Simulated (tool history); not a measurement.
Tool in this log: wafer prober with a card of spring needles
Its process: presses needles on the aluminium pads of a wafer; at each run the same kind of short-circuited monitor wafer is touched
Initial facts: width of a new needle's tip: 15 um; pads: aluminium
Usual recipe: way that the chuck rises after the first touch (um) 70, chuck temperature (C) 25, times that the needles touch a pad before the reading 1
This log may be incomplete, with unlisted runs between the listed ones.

run     day  way that the chuck rises after the first touch (um)  chuck temperature (C)  times that the needles touch a pad before the reading  resistance of one needle with its contact and lead (mohm)  way that a needle slides on the pad (um)
  1   0.000                                                   70                     25                                                      1                                                        190                                     14.00
      0.262  -- tips cleaned on abrasive film
      0.912  -- tips cleaned on abrasive film
      1.558  -- tips cleaned on abrasive film
  2   1.942                                                   70                     25                                                      1                                                        197                                     14.14
      2.196  -- tips cleaned on abrasive film
      2.817  -- tips cleaned on abrasive film
  3   2.962                                                   70                     25                                                      1                                                        181                                     13.96
      3.342  -- tips cleaned on abrasive film
      3.992  -- tips cleaned on abrasive film
      4.542  -- tips cleaned on abrasive film
  4   4.542                                                   70                     25                                                      1                                                        159                                     13.91
      5.146  -- tips cleaned on abrasive film
      5.788  -- tips cleaned on abrasive film
  5   6.092                                                   70                     25                                                      1                                                        195                                     13.76
      6.354  -- tips cleaned on abrasive film
      7.000  -- tips cleaned on abrasive film
  6   7.517                                                   70                     25                                                      1                                                        212                                     13.97
      7.650  -- tips cleaned on abrasive film
      8.171  -- tips cleaned on abrasive film
      8.800  -- tips cleaned on abrasive film
  7   8.962                                                   70                     25                                                      1                                                        185                                     13.84
      9.329  -- tips cleaned on abrasive film
      9.946  -- tips cleaned on abrasive film
     10.592  -- tips cleaned on abrasive film
  8  10.992                                                   70                     25                                                      2                                                        180                                     13.78
     11.125  -- tips cleaned on abrasive film
     11.696  -- tips cleaned on abrasive film
     12.308  -- tips cleaned on abrasive film
  9  12.308                                                   70                     25                                                      2                                                        157                                     13.86
     12.929  -- tips cleaned on abrasive film
     13.529  -- tips cleaned on abrasive film
 10  13.654                                                   70                     25                                                      1                                                        175                                     13.60
     14.175  -- tips cleaned on abrasive film
     14.696  -- tips cleaned on abrasive film
 11  15.112                                                   70                     25                                                      2                                                        182                                     13.81
     15.246  -- tips cleaned on abrasive film
     15.858  -- tips cleaned on abrasive film
     16.496  -- tips cleaned on abrasive film
     17.075  -- tips cleaned on abrasive film
 12  17.508                                                   70                     25                                                      2                                                        185                                     13.63
     17.642  -- tips cleaned on abrasive film
     18.292  -- tips cleaned on abrasive film
     18.942  -- tips cleaned on abrasive film
     19.533  -- tips cleaned on abrasive film
 13  19.533                                                   70                     25                                                      1                                                        161                                     13.59
     20.158  -- tips cleaned on abrasive film
 14  20.517                                                   70                     25                                                      1                                                        203                                     13.21
     20.767  -- tips cleaned on abrasive film
     21.417  -- tips cleaned on abrasive film
 15  21.717                                                   70                     25                                                      1                                                        196                                     13.57
     21.979  -- tips cleaned on abrasive film
     22.629  -- tips cleaned on abrasive film
     23.275  -- tips cleaned on abrasive film
     23.812  -- tips cleaned on abrasive film
 16  23.812                                                   70                     25                                                      1                                                        160                                     13.41
     24.438  -- tips cleaned on abrasive film
 17  24.858                                                   52                     25                                                      1                                                        244                                      9.78
     24.975  -- tips cleaned on abrasive film
     25.579  -- tips cleaned on abrasive film
 18  25.933                                                   50                     25                                                      1                                                        253                                      9.54
     26.192  -- tips cleaned on abrasive film
     26.842  -- tips cleaned on abrasive film
     27.458  -- tips cleaned on abrasive film
     28.075  -- tips cleaned on abrasive film
 19  28.225                                                   66                     35                                                      3                                                        169                                     12.53
     28.612  -- tips cleaned on abrasive film
     29.262  -- tips cleaned on abrasive film
     29.879  -- tips cleaned on abrasive film
 20  30.208                                                   69                     31                                                      2                                                        181                                     13.22
     30.471  -- tips cleaned on abrasive film
     31.100  -- tips cleaned on abrasive film
     31.696  -- tips cleaned on abrasive film
     32.225  -- tips cleaned on abrasive film
 21  32.225                                                   78                     49                                                      2                                                        161                                     15.21
     32.746  -- tips cleaned on abrasive film
     33.362  -- tips cleaned on abrasive film
     33.862  -- card fitted with new needles
     34.425  -- tips cleaned on abrasive film
 22  34.425                                                   78                     49                                                      2                                                        156                                     16.00
     35.046  -- tips cleaned on abrasive film
     35.679  -- tips cleaned on abrasive film
 23  35.854                                                   70                     31                                                      2                                                        165                                     14.51
     36.246  -- tips cleaned on abrasive film
     36.883  -- tips cleaned on abrasive film
 24  37.171                                                   52                     35                                                      2                                                        185                                     10.43
     37.525  -- tips cleaned on abrasive film
     38.129  -- tips cleaned on abrasive film
     38.779  -- tips cleaned on abrasive film
     39.300  -- tips cleaned on abrasive film
 25  39.550                                                   68                     53                                                      2                                                        172                                     13.75
     39.921  -- tips cleaned on abrasive film
     40.571  -- tips cleaned on abrasive film
 26  40.967                                                   68                     52                                                      2                                                        184                                     13.76
     41.100  -- tips cleaned on abrasive film
     41.750  -- tips cleaned on abrasive film
     42.375  -- tips cleaned on abrasive film
 27  42.475                                                   70                     30                                                      3                                                        159                                     14.21
     42.975  -- tips cleaned on abrasive film
     43.612  -- tips cleaned on abrasive film
     44.229  -- tips cleaned on abrasive film
 28  44.512                                                   70                     25                                                      2                                                        169                                     14.07

Consider 5 possible next runs. They are alternatives, not a sequence: every one starts from the tool as it was left by run 28. What does each give?
     44.771  -- tips cleaned on abrasive film
     45.408  -- tips cleaned on abrasive film
  A  45.746                                                   59                     52                                                      1                                                          ?                                         ?
     44.771  -- tips cleaned on abrasive film
     45.408  -- tips cleaned on abrasive film
  B  45.746                                                   51                     79                                                      3                                                          ?                                         ?
     44.771  -- tips cleaned on abrasive film
     45.408  -- tips cleaned on abrasive film
  C  45.746                                                   79                     39                                                      2                                                          ?                                         ?
     44.771  -- tips cleaned on abrasive film
     45.408  -- tips cleaned on abrasive film
  D  45.746                                                   88                     44                                                      1                                                          ?                                         ?
     44.771  -- tips cleaned on abrasive film
     45.408  -- tips cleaned on abrasive film
  E  45.746                                                   70                     47                                                      1                                                          ?                                         ?

run  resistance of one needle with its contact and lead (mohm)  way that a needle slides on the pad (um)
  A                                                        203                                     11.86
  B                                                        186                                      9.93
  C                                                        171                                     15.68
  D                                                        176                                     17.60
  E                                                        191                                     13.97
Stripped of hidden state, with their random variation kept, the same runs would have yielded:
run  resistance of one needle with its contact and lead (mohm)  way that a needle slides on the pad (um)
  A                                                        160                                     12.13
  B                                                        167                                     10.20
  C                                                        154                                     15.95
  D                                                        152                                     17.87
  E                                                        157                                     14.24

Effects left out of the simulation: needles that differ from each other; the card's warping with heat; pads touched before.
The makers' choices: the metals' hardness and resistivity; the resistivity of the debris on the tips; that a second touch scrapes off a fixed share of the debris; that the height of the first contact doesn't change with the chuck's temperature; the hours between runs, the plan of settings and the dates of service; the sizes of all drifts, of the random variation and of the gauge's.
